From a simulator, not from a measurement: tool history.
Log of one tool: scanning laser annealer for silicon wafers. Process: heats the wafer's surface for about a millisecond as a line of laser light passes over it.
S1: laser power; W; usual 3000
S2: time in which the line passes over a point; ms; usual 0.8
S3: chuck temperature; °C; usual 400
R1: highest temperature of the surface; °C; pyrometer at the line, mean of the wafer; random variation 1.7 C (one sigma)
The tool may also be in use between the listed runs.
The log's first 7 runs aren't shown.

run	day	S1	S2	S3	R1
8	3.3	3000	0.917	400	1257
9	3.808	2809	0.8	400	1138
10	4.162	2809	0.8	400	1142
11	4.721	2809	0.8	400	1139
12	5.012	3000	0.8	400	1189
13	5.438	3000	0.618	400	1085
14	5.929	3000	0.618	400	1086
15	6.538	3000	0.8	414	1205
16	6.796	3000	0.8	414	1206
17	7.271	3250	0.8	400	1258
18	7.6	3000	0.8	400	1193
19	8.054	3000	0.8	400	1191
20	8.396	3000	0.8	400	1186

Forecast run 21:
21	8.808	3037	0.8	366	?

Run 21 gave R1 1166 °C.
Without the tool's hidden state the same run would have given R1 1190 °C.
